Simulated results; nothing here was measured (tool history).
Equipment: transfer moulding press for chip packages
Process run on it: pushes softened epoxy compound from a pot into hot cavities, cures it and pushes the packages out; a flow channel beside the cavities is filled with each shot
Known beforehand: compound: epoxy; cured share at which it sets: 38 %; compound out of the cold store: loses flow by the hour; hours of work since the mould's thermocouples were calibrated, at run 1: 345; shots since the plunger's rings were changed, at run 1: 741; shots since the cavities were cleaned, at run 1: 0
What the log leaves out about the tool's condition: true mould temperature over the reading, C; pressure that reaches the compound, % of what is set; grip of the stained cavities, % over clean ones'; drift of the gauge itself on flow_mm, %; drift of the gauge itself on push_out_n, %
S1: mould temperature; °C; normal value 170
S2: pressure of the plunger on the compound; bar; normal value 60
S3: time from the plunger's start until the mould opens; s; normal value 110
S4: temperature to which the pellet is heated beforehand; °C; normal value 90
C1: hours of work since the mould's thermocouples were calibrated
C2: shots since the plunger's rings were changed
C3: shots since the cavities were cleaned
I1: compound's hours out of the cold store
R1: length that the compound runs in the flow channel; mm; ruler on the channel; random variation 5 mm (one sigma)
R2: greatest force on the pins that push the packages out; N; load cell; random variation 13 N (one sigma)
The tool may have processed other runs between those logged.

run    hour   S1    S2   S3  S4   C1    C2   C3    I1    R1    R2
  1       0  170    60  110  90  345   741    0  20.1   904   587
  2    67.5  170    60  110  90  373  1181  440  39.4   874   773
      117.3  -- cavities cleaned with cleaning compound and waxed
  3   129.7  170    60  110  90  398  1577   81    48   844  1043
  4   198.6  170    60  141  90  426  2026  530  40.1   849   873
      233.4  -- cavities cleaned with cleaning compound and waxed
  5   252.3  170    60  110  90  448  2367  123  21.7   886   652
      263.6  -- cavities cleaned with cleaning compound and waxed, once more
  6   322.7  175    60  110  90  477  2816  385  24.6   864   650
      348.6  -- plunger's sealing rings changed
      383.7  -- cavities cleaned with cleaning compound and waxed
  7   386.9  170    60  110  99  502   240   20    10   928   589
  8   422.2  170    60  110  99  516   470  250  33.2   881   678
  9   469.4  170    60  110  90  536   779  559  22.5   898   813
      502.5  -- cavities cleaned with cleaning compound and waxed
 10   532.3  170    60  110  90  561  1179  194  46.3   849   630
 11   574.7  170  73.7  110  90  579  1456  471  42.1   938   761
      620.6  -- cavities cleaned with cleaning compound and waxed
 12   624.7  170  73.7  110  90  599  1772   27  27.6   982   589
 13   673.2  170  73.7  110  90  619  2089  344  12.7  1003   746
 14   704.7  170  73.7  110  90  632  2294  549  12.4  1009   839
      738.7  -- cavities cleaned with cleaning compound and waxed
 15     774  173  73.7  146  81  660  2736  230    16   978   548
      813.9  -- plunger's sealing rings changed
 16   817.4  169  65.6  125  83  677    23  497  32.7   932   695
        857  -- cavities cleaned with cleaning compound and waxed
 17   867.3  164  45.4  124  99  697   339   68  44.3   767   653
 18   916.8  168    60  124  99  718   662  391  11.9   919   687
 19   955.1  172  74.3  124  91  734   911  640  41.6   948   669
      976.6  -- cavities cleaned with cleaning compound and waxed
 20  1007.5  169  45.5   96  86  755  1244  202  23.9   775   894
 21    1060  170  55.8   98  82  776  1586  544  46.8   811   895
     1092.5  -- cavities cleaned with cleaning compound and waxed
 22  1111.9  177  64.5  105  93  797  1915  127  16.9   902   533
 23  1161.6  177  64.4   94  93  818  2239  451  45.2   846   705
     1209.8  -- cavities cleaned with cleaning compound and waxed
 24  1210.9  170    60  146  90  838  2551    8   8.1   909   464
     1218.1  -- mould's thermocouples calibrated
 25  1256.2  170    60   95  90   16  2833  290  45.2   840   967

Run 26 comes next. What will it give?
     1283.3  -- plunger's sealing rings changed
 26  1304.2  170  56.3  110  99  35  136  587  22.5   ?   ?

R1: 879 mm
R2: 909 N
On a tool with no hidden condition, and with the same random variation, this run would have come out at R1 881 mm, R2 617 N.

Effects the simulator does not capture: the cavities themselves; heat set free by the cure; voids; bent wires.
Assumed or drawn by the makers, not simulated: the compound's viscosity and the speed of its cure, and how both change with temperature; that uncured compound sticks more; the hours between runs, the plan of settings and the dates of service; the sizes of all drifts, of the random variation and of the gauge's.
